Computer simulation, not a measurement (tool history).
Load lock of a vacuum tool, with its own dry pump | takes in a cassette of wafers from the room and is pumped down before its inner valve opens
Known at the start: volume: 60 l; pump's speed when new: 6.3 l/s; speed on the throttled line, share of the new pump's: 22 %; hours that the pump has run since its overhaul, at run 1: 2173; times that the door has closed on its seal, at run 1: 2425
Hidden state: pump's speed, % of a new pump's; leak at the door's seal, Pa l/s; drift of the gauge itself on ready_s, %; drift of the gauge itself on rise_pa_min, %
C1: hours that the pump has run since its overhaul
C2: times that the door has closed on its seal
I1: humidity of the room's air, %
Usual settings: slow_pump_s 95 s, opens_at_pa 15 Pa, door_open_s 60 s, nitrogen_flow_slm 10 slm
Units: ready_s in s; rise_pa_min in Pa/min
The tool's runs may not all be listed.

run 1 hour=0.0 | slow_pump_s=95 opens_at_pa=15 door_open_s=60 nitrogen_flow_slm=10 | C1=2173 C2=2425 | I1=48.0 | ready_s=161.4 rise_pa_min=0.047
run 2 hour=52.9 | slow_pump_s=95 opens_at_pa=15 door_open_s=60 nitrogen_flow_slm=10 | C1=2226 C2=2499 | I1=45.2 | ready_s=162.5 rise_pa_min=0.052
run 3 hour=138.5 | slow_pump_s=95 opens_at_pa=15 door_open_s=60 nitrogen_flow_slm=10 | C1=2311 C2=2619 | I1=44.5 | ready_s=161.1 rise_pa_min=0.045
run 4 hour=204.0 | slow_pump_s=95 opens_at_pa=13 door_open_s=60 nitrogen_flow_slm=10 | C1=2377 C2=2711 | I1=46.5 | ready_s=163.9 rise_pa_min=0.049
run 5 hour=275.1 | slow_pump_s=95 opens_at_pa=15 door_open_s=58 nitrogen_flow_slm=10 | C1=2448 C2=2811 | I1=44.3 | ready_s=162.9 rise_pa_min=0.054
run 6 hour=366.0 | slow_pump_s=95 opens_at_pa=15 door_open_s=58 nitrogen_flow_slm=10 | C1=2539 C2=2938 | I1=47.9 | ready_s=163.1 rise_pa_min=0.050
run 7 hour=405.3 | slow_pump_s=95 opens_at_pa=15 door_open_s=58 nitrogen_flow_slm=10 | C1=2578 C2=2993 | I1=44.3 | ready_s=164.6 rise_pa_min=0.048
run 8 hour=467.9 | slow_pump_s=95 opens_at_pa=15 door_open_s=60 nitrogen_flow_slm=5 | C1=2641 C2=3081 | I1=45.6 | ready_s=162.7 rise_pa_min=0.061
run 9 hour=506.3 | slow_pump_s=95 opens_at_pa=15 door_open_s=60 nitrogen_flow_slm=5 | C1=2679 C2=3135 | I1=42.4 | ready_s=162.0 rise_pa_min=0.061
run 10 hour=548.0 | slow_pump_s=95 opens_at_pa=15 door_open_s=60 nitrogen_flow_slm=5 | C1=2721 C2=3193 | I1=48.0 | ready_s=165.3 rise_pa_min=0.065
run 11 hour=633.7 | slow_pump_s=95 opens_at_pa=15 door_open_s=188 nitrogen_flow_slm=10 | C1=2807 C2=3313 | I1=45.4 | ready_s=163.3 rise_pa_min=0.076
run 12 hour=700.0 | slow_pump_s=95 opens_at_pa=15 door_open_s=47 nitrogen_flow_slm=10 | C1=2873 C2=3406 | I1=43.0 | ready_s=163.6 rise_pa_min=0.037
run 13 hour=773.5 | slow_pump_s=95 opens_at_pa=15 door_open_s=60 nitrogen_flow_slm=10 | C1=2946 C2=3509 | I1=41.5 | ready_s=163.5 rise_pa_min=0.046
run 14 hour=833.0 | slow_pump_s=95 opens_at_pa=15 door_open_s=60 nitrogen_flow_slm=10 | C1=3006 C2=3593 | I1=46.3 | ready_s=162.8 rise_pa_min=0.053
run 15 hour=889.3 | slow_pump_s=95 opens_at_pa=15 door_open_s=60 nitrogen_flow_slm=10 | C1=3062 C2=3671 | I1=42.7 | ready_s=164.2 rise_pa_min=0.047
run 16 hour=955.6 | slow_pump_s=95 opens_at_pa=15 door_open_s=25 nitrogen_flow_slm=10 | C1=3128 C2=3764 | I1=44.2 | ready_s=163.6 rise_pa_min=0.032
run 17 hour=1020.2 | slow_pump_s=95 opens_at_pa=15 door_open_s=60 nitrogen_flow_slm=10 | C1=3193 C2=3855 | I1=42.7 | ready_s=165.3 rise_pa_min=0.051
run 18 hour=1101.3 | slow_pump_s=95 opens_at_pa=15 door_open_s=60 nitrogen_flow_slm=10 | C1=3274 C2=3969 | I1=46.8 | ready_s=167.0 rise_pa_min=0.054
run 19 hour=1151.6 | slow_pump_s=95 opens_at_pa=11 door_open_s=60 nitrogen_flow_slm=10 | C1=3324 C2=4039 | I1=46.1 | ready_s=168.6 rise_pa_min=0.052
run 20 hour=1217.3 | slow_pump_s=95 opens_at_pa=11 door_open_s=60 nitrogen_flow_slm=10 | C1=3390 C2=4131 | I1=44.6 | ready_s=167.0 rise_pa_min=0.051
run 21 hour=1305.0 | slow_pump_s=95 opens_at_pa=10 door_open_s=60 nitrogen_flow_slm=10 | C1=3478 C2=4254 | I1=44.8 | ready_s=168.9 rise_pa_min=0.049
run 22 hour=1384.1 | slow_pump_s=95 opens_at_pa=11 door_open_s=60 nitrogen_flow_slm=10 | C1=3557 C2=4365 | I1=47.3 | ready_s=168.0 rise_pa_min=0.055
run 23 hour=1473.5 | slow_pump_s=95 opens_at_pa=15 door_open_s=121 nitrogen_flow_slm=8 | C1=3646 C2=4490 | I1=47.0 | ready_s=164.1 rise_pa_min=0.076
run 24 hour=1511.5 | slow_pump_s=95 opens_at_pa=15 door_open_s=121 nitrogen_flow_slm=8 | C1=3684 C2=4544 | I1=45.3 | ready_s=165.2 rise_pa_min=0.078
run 25 hour=1602.9 | slow_pump_s=95 opens_at_pa=15 door_open_s=79 nitrogen_flow_slm=8 | C1=3776 C2=4672 | I1=44.8 | ready_s=165.1 rise_pa_min=0.065
run 26 hour=1674.3 | slow_pump_s=95 opens_at_pa=15 door_open_s=79 nitrogen_flow_slm=8 | C1=3847 C2=4772 | I1=45.3 | ready_s=165.9 rise_pa_min=0.063
run 27 hour=1751.2 | slow_pump_s=95 opens_at_pa=15 door_open_s=79 nitrogen_flow_slm=8 | C1=3924 C2=4880 | I1=44.6 | ready_s=165.0 rise_pa_min=0.060
run 28 hour=1799.0 | slow_pump_s=95 opens_at_pa=15 door_open_s=132 nitrogen_flow_slm=8 | C1=3972 C2=4947 | I1=44.1 | ready_s=167.6 rise_pa_min=0.074
run 29 hour=1860.3 | slow_pump_s=95 opens_at_pa=15 door_open_s=122 nitrogen_flow_slm=8 | C1=4033 C2=5032 | I1=45.6 | ready_s=166.5 rise_pa_min=0.077
run 30 hour=1899.1 | slow_pump_s=59 opens_at_pa=13 door_open_s=168 nitrogen_flow_slm=11 | C1=4072 C2=5087 | I1=44.3 | ready_s=139.4 rise_pa_min=0.079
run 31 hour=1944.1 | slow_pump_s=59 opens_at_pa=13 door_open_s=168 nitrogen_flow_slm=11 | C1=4117 C2=5150 | I1=44.9 | ready_s=140.4 rise_pa_min=0.076
run 32 hour=2012.8 | slow_pump_s=59 opens_at_pa=21 door_open_s=165 nitrogen_flow_slm=11 | C1=4186 C2=5246 | I1=43.2 | ready_s=135.4 rise_pa_min=0.077
run 33 hour=2082.7 | slow_pump_s=95 opens_at_pa=28 door_open_s=60 nitrogen_flow_slm=15 | C1=4256 C2=5344 | I1=43.5 | ready_s=158.6 rise_pa_min=0.047
run 34 hour=2119.8 | slow_pump_s=88 opens_at_pa=15 door_open_s=60 nitrogen_flow_slm=36 | C1=4293 C2=5396 | I1=44.0 | ready_s=161.5 rise_pa_min=0.034
run 35 hour=2189.5 | slow_pump_s=128 opens_at_pa=16 door_open_s=157 nitrogen_flow_slm=10 | C1=4362 C2=5494 | I1=43.9 | ready_s=189.2 rise_pa_min=0.077
run 36 hour=2266.2 | slow_pump_s=129 opens_at_pa=12 door_open_s=89 nitrogen_flow_slm=10 | C1=4439 C2=5601 | I1=47.2 | ready_s=194.6 rise_pa_min=0.065
run 37 hour=2304.8 | slow_pump_s=95 opens_at_pa=20 door_open_s=60 nitrogen_flow_slm=10 | C1=4478 C2=5655 | I1=45.1 | ready_s=162.3 rise_pa_min=0.051
run 38 hour=2373.1 | slow_pump_s=95 opens_at_pa=20 door_open_s=60 nitrogen_flow_slm=10 | C1=4546 C2=5751 | I1=47.6 | ready_s=164.9 rise_pa_min=0.057

Some steps in ready_s between neighbouring runs. How much of each would the tool show without its hidden state too (settings, what came in, random variation), and how much is left for the hidden state, with any gauge scatter that isn't in both results?
Run 29 -> 30: slow_pump_s 95 -> 59, opens_at_pa 15 -> 13, door_open_s 122 -> 168, nitrogen_flow_slm 8 -> 11. ready_s -27.1 s: hidden state +0.7, all else -27.8.
Run 32 -> 33: slow_pump_s 59 -> 95, opens_at_pa 21 -> 28, door_open_s 165 -> 60, nitrogen_flow_slm 11 -> 15. ready_s +23.2 s: hidden state -1.1, all else +24.3.
Run 33 -> 34: slow_pump_s 95 -> 88, opens_at_pa 28 -> 15, nitrogen_flow_slm 15 -> 36. ready_s +2.9 s: hidden state +1.1, all else +1.8.
Run 34 -> 35: slow_pump_s 88 -> 128, opens_at_pa 15 -> 16, door_open_s 60 -> 157, nitrogen_flow_slm 36 -> 10. ready_s +27.7 s: hidden state -1.2, all else +28.9.
Run 36 -> 37: slow_pump_s 129 -> 95, opens_at_pa 12 -> 20, door_open_s 89 -> 60. ready_s -32.3 s: hidden state +0.3, all else -32.6.
